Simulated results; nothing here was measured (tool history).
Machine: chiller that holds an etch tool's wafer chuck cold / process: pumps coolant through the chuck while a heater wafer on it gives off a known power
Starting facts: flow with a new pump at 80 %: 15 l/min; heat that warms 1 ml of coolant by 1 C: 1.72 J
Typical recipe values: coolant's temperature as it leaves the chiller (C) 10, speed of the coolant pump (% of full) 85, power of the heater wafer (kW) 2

| run | hour | coolant's temperature as it leaves the chiller (C) | speed of the coolant pump (% of full) | power of the heater wafer (kW) | chuck's temperature once it has settled (C) | how much warmer the coolant comes back (C) |
|---|---|---|---|---|---|---|
| 1 | 0 | 10 | 85 | 2 | 22.1 | 4.36 |
| 2 | 97.2 | 10 | 85 | 2 | 22.1 | 4.33 |
| 3 | 221.8 | 10 | 92 | 2 | 21.1 | 3.97 |
| 4 | 320.8 | 10 | 92 | 2 | 20.9 | 3.95 |
| 5 | 408.2 | 18 | 92 | 2 | 29.1 | 3.93 |
| 6 | 537 | 18 | 92 | 2 | 29.2 | 3.93 |
|  | 555.1 | coolant changed, channels flushed |
| 7 | 638.6 | 18 | 92 | 2 | 29.1 | 3.89 |
| 8 | 762.1 | 13 | 85 | 2 | 25 | 4.32 |
| 9 | 839.2 | 13 | 85 | 2 | 25 | 4.33 |
| 10 | 926.4 | 16 | 85 | 2 | 28 | 4.34 |
| 11 | 1061.5 | 10 | 85 | 2 | 21.9 | 4.35 |
| 12 | 1148.5 | 10 | 85 | 2 | 22 | 4.31 |
| 13 | 1241.4 | 10 | 85 | 2.679 | 26.2 | 5.75 |
| 14 | 1381.9 | 10 | 85 | 2.679 | 26.1 | 5.85 |

Run 15 comes next. What will it give?
| 15 | 1521.1 | 10 | 85 | 2.679 | ? | ? |

Run 15 yielded chuck's temperature once it has settled (C) 26.3, how much warmer the coolant comes back (C) 5.84.
With the hidden condition absent and the run-to-run variation left alone, this run would have shown chuck's temperature once it has settled (C) 26.3, how much warmer the coolant comes back (C) 5.84.

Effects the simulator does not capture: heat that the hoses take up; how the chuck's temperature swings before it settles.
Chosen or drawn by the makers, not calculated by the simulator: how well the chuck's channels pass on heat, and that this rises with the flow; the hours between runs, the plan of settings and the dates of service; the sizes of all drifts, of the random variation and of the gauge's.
